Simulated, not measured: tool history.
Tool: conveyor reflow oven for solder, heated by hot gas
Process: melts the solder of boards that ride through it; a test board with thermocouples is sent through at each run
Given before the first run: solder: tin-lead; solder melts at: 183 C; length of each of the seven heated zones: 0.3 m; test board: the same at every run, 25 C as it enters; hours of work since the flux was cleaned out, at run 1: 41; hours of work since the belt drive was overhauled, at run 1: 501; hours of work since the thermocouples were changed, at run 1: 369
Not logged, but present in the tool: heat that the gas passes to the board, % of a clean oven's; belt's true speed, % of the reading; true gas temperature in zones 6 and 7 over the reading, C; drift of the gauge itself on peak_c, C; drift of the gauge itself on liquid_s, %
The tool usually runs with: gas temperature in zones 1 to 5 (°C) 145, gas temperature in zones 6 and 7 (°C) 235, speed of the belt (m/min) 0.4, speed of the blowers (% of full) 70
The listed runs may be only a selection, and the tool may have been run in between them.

| run | hour | gas temperature in zones 1 to 5 (°C) | gas temperature in zones 6 and 7 (°C) | speed of the belt (m/min) | speed of the blowers (% of full) | hours of work since the flux was cleaned out | hours of work since the belt drive was overhauled | hours of work since the thermocouples were changed | highest temperature of the board (°C) | time above the solder's melting point (s) |
|---|---|---|---|---|---|---|---|---|---|---|
| 1 | 0 | 145 | 235 | 0.4 | 70 | 41 | 501 | 369 | 223.6 | 77.9 |
| 2 | 71.4 | 145 | 235 | 0.4 | 70 | 92 | 552 | 419 | 223.2 | 78.3 |
| 3 | 145.2 | 152 | 235 | 0.4 | 70 | 144 | 604 | 472 | 223.9 | 81.1 |
| 4 | 229.5 | 152 | 235 | 0.4 | 70 | 204 | 664 | 531 | 223.1 | 81.2 |
| 5 | 275.5 | 152 | 235 | 0.4 | 70 | 236 | 696 | 564 | 222.6 | 81.1 |
|  | 345.1 | flux residue cleaned out of gas plates and filters |
| 6 | 357.1 | 152 | 235 | 0.4 | 70 | 8 | 750 | 618 | 222.2 | 81.1 |
| 7 | 418.1 | 152 | 235 | 0.4 | 70 | 52 | 793 | 661 | 222.5 | 80.6 |
| 8 | 509.7 | 145 | 235 | 0.4 | 70 | 117 | 858 | 726 | 219.7 | 75.8 |
| 9 | 592.8 | 145 | 228 | 0.4 | 70 | 175 | 917 | 785 | 213.7 | 70.3 |
|  | 645.9 | flux residue cleaned out of gas plates and filters, once more |
| 10 | 670.6 | 145 | 228 | 0.4 | 70 | 17 | 969 | 836 | 216.3 | 73.5 |
| 11 | 738.6 | 145 | 235 | 0.4 | 70 | 66 | 1017 | 885 | 221.9 | 77.9 |
| 12 | 782.8 | 145 | 235 | 0.4 | 70 | 97 | 1048 | 916 | 221.9 | 77.5 |
|  | 848 | belt drive overhauled, speed set with a stopwatch |
| 13 | 853.9 | 143 | 235 | 0.4 | 70 | 144 | 4 | 963 | 220.3 | 73.8 |
| 14 | 899.5 | 143 | 235 | 0.4 | 70 | 177 | 36 | 996 | 220.5 | 73.5 |
| 15 | 974.4 | 143 | 235 | 0.4 | 70 | 230 | 89 | 1049 | 219.9 | 72.9 |
| 16 | 1030.8 | 138 | 235 | 0.43 | 70 | 270 | 129 | 1088 | 216.7 | 63.1 |
|  | 1057 | flux residue cleaned out of gas plates and filters |
| 17 | 1135.6 | 146 | 235 | 0.43 | 56 | 56 | 200 | 1159 | 217.9 | 67 |
|  | 1190.2 | thermocouples of zones 6 and 7 changed |
| 18 | 1195.6 | 130 | 230 | 0.44 | 75 | 97 | 241 | 4 | 215.3 | 57.5 |
| 19 | 1278.6 | 130 | 230 | 0.407 | 80 | 155 | 300 | 63 | 217.1 | 64.8 |
| 20 | 1361 | 130 | 230 | 0.407 | 80 | 214 | 358 | 121 | 216.7 | 64.8 |
| 21 | 1402.8 | 130 | 230 | 0.407 | 80 | 243 | 388 | 150 | 216.8 | 64.5 |
|  | 1463.9 | flux residue cleaned out of gas plates and filters |
| 22 | 1477.8 | 145 | 249 | 0.4 | 77 | 10 | 437 | 200 | 237.8 | 85.6 |
| 23 | 1569.4 | 153 | 235 | 0.4 | 70 | 75 | 502 | 265 | 224.6 | 82.2 |
| 24 | 1638.3 | 153 | 235 | 0.4 | 70 | 123 | 551 | 314 | 223.7 | 82.2 |
| 25 | 1698.7 | 145 | 229 | 0.401 | 70 | 166 | 593 | 356 | 217.1 | 72.7 |
| 26 | 1782.8 | 132 | 229 | 0.466 | 73 | 226 | 653 | 416 | 210.7 | 50.9 |
| 27 | 1852.3 | 132 | 229 | 0.451 | 73 | 275 | 702 | 465 | 211.3 | 53.4 |
|  | 1868.6 | flux residue cleaned out of gas plates and filters |
| 28 | 1936 | 147 | 226 | 0.434 | 70 | 48 | 758 | 521 | 213.2 | 65 |
| 29 | 1978.7 | 145 | 226 | 0.4 | 70 | 78 | 788 | 551 | 214.6 | 71.9 |

Entry by entry between the runs, the difference in hidden state between the last listed run before and the first listed run after:
In the gap between runs 5 and 6: flux residue cleaned out of gas plates and filters (hour 345.1)
  heat that the gas passes to the board, % of a clean oven's: 91.6 -> 88.2; belt's true speed, % of the reading: 97.94 -> 97.79; true gas temperature in zones 6 and 7 over the reading, C: -1.27 -> -1.43
  difference, measured minus the result without the unlogged condition, highest temperature of the board (°C): -2.1 -> -2.7; time above the solder's melting point (s): +0.3 -> -0.2
In the gap between runs 9 and 10: flux residue cleaned out of gas plates and filters, once more (hour 645.9)
  heat that the gas passes to the board, % of a clean oven's: 82.5 -> 98.4; belt's true speed, % of the reading: 97.31 -> 97.17; true gas temperature in zones 6 and 7 over the reading, C: -1.9 -> -2.05
  difference, measured minus the result without the unlogged condition, highest temperature of the board (°C): -4.2 -> -1.4; time above the solder's melting point (s): -2.7 -> +1
In the gap between runs 12 and 13: belt drive overhauled, speed set with a stopwatch (hour 848)
  heat that the gas passes to the board, % of a clean oven's: 95.5 -> 93.8; belt's true speed, % of the reading: 96.95 -> 99.85; true gas temperature in zones 6 and 7 over the reading, C: -2.28 -> -2.42
  difference, measured minus the result without the unlogged condition, highest temperature of the board (°C): -2.1 -> -3.3; time above the solder's melting point (s): +1 -> -2.5
In the gap between runs 16 and 17: flux residue cleaned out of gas plates and filters (hour 1057)
  heat that the gas passes to the board, % of a clean oven's: 89.1 -> 97.2; belt's true speed, % of the reading: 99.51 -> 99.34; true gas temperature in zones 6 and 7 over the reading, C: -2.74 -> -2.95
  difference, measured minus the result without the unlogged condition, highest temperature of the board (°C): -4.6 -> -2.9; time above the solder's melting point (s): -3.8 -> -1.8
In the gap between runs 17 and 18: thermocouples of zones 6 and 7 changed (hour 1190.2)
  heat that the gas passes to the board, % of a clean oven's: 97.2 -> 95.6; belt's true speed, % of the reading: 99.34 -> 99.21; true gas temperature in zones 6 and 7 over the reading, C: -2.95 -> 0.06
  difference, measured minus the result without the unlogged condition, highest temperature of the board (°C): -2.9 -> -0.7; time above the solder's melting point (s): -1.8 -> -0.3
In the gap between runs 21 and 22: flux residue cleaned out of gas plates and filters (hour 1463.9)
  heat that the gas passes to the board, % of a clean oven's: 90.2 -> 98.9; belt's true speed, % of the reading: 98.78 -> 98.64; true gas temperature in zones 6 and 7 over the reading, C: -0.35 -> -0.5
  difference, measured minus the result without the unlogged condition, highest temperature of the board (°C): -2 -> -0.3; time above the solder's melting point (s): -1.6 -> +1
In the gap between runs 27 and 28: flux residue cleaned out of gas plates and filters (hour 1868.6)
  heat that the gas passes to the board, % of a clean oven's: 89.3 -> 97.5; belt's true speed, % of the reading: 97.9 -> 97.75; true gas temperature in zones 6 and 7 over the reading, C: -1.24 -> -1.41
  difference, measured minus the result without the unlogged condition, highest temperature of the board (°C): -2.9 -> -1.1; time above the solder's melting point (s): -2.1 -> +0.5
